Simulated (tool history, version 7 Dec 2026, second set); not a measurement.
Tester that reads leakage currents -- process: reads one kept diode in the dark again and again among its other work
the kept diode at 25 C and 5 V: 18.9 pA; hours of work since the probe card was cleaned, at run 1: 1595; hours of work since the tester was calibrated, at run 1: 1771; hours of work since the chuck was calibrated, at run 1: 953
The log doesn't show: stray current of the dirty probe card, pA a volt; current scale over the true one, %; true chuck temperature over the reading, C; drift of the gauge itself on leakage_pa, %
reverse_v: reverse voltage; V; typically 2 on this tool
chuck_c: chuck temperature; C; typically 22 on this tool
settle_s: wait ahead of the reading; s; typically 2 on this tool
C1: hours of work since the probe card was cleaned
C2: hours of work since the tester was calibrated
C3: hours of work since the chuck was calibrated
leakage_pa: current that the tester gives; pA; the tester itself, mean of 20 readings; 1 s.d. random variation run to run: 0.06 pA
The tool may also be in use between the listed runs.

Run 1, hour 0: usual settings; C1 1595; C2 1771; C3 953. Result: leakage_pa 14.16 pA.
Run 2, hour 236: usual settings; C1 1771; C2 1947; C3 1129. Result: leakage_pa 14.54 pA.
Run 3, hour 362.2: usual settings but settle_s 6.47 s; C1 1865; C2 2041; C3 1223. Result: leakage_pa 14.57 pA.
Run 4, hour 482.7: usual settings; C1 1955; C2 2131; C3 1313. Result: leakage_pa 15.01 pA.
At hour 570.5: chuck's temperature calibrated.
Run 5, hour 707.4: usual settings; C1 2121; C2 2297; C3 102. Result: leakage_pa 13.62 pA.
Run 6, hour 868.5: usual settings; C1 2241; C2 2417; C3 222. Result: leakage_pa 14.08 pA.
At hour 886.9: probe card cleaned and baked.
Run 7, hour 1128: usual settings; C1 180; C2 2608; C3 413. Result: leakage_pa 11.9 pA.
Run 8, hour 1354: usual settings but settle_s 0.57 s; C1 348; C2 2777; C3 582. Result: leakage_pa 13.1 pA.
Run 9, hour 1599.5: usual settings but reverse_v 2.78 V, settle_s 0.57 s; C1 531; C2 2960; C3 765. Result: leakage_pa 15.72 pA.
Run 10, hour 1766.6: usual settings but reverse_v 2.78 V, settle_s 0.57 s; C1 656; C2 3084; C3 889. Result: leakage_pa 16.06 pA.
Run 11, hour 1935: usual settings but reverse_v 2.78 V, settle_s 0.57 s; C1 781; C2 3210; C3 1015. Result: leakage_pa 16.57 pA.
Run 12, hour 2148: usual settings but reverse_v 2.78 V, settle_s 0.57 s; C1 940; C2 3369; C3 1174. Result: leakage_pa 16.92 pA.
At hour 2414.4: chuck's temperature calibrated.
Run 13, hour 2419.3: usual settings but reverse_v 1.34 V, chuck_c 55 C, settle_s 5.54 s; C1 1141; C2 3569; C3 4. Result: leakage_pa 115.73 pA.
Run 14, hour 2618.2: usual settings but reverse_v 1.21 V, settle_s 2.09 s; C1 1289; C2 3718; C3 152. Result: leakage_pa 10.39 pA.
Run 15, hour 2811.2: usual settings but reverse_v 14.45 V, settle_s 2.82 s; C1 1433; C2 3862; C3 296. Result: leakage_pa 35.27 pA.
Run 16, hour 3045.8: usual settings but reverse_v 14.45 V, settle_s 1.44 s; C1 1608; C2 4036; C3 471. Result: leakage_pa 38.83 pA.
Run 17, hour 3193.6: usual settings but reverse_v 12.66 V, settle_s 5.96 s; C1 1718; C2 4146; C3 581. Result: leakage_pa 34.53 pA.
Run 18, hour 3341: usual settings but reverse_v 9.5 V, settle_s 1.03 s; C1 1828; C2 4256; C3 691. Result: leakage_pa 32.74 pA.
Run 19, hour 3593.4: usual settings but reverse_v 9.5 V, settle_s 1.03 s; C1 2016; C2 4444; C3 879. Result: leakage_pa 34.35 pA.
Run 20, hour 3730.6: usual settings but chuck_c 31 C, settle_s 0.66 s; C1 2118; C2 4547; C3 981. Result: leakage_pa 28.62 pA.

Subtracting, for every run, the result it would have given without the tool's unlogged condition from the measured result gives the following. The same run-to-run variation enters both numbers; the gauge's scatter may not:
run  leakage_pa
  1       +3.04
  2       +3.46
  3       +3.71
  4       +3.94
  5        +2.6
  6       +2.91
  7        +0.8
  8       +1.22
  9       +2.05
 10        +2.4
 11       +2.81
 12       +3.28
 13       +2.02
 14       +1.14
 15      +12.21
 16      +14.14
 17      +13.49
 18      +11.24
 19      +12.78
 20       +5.31
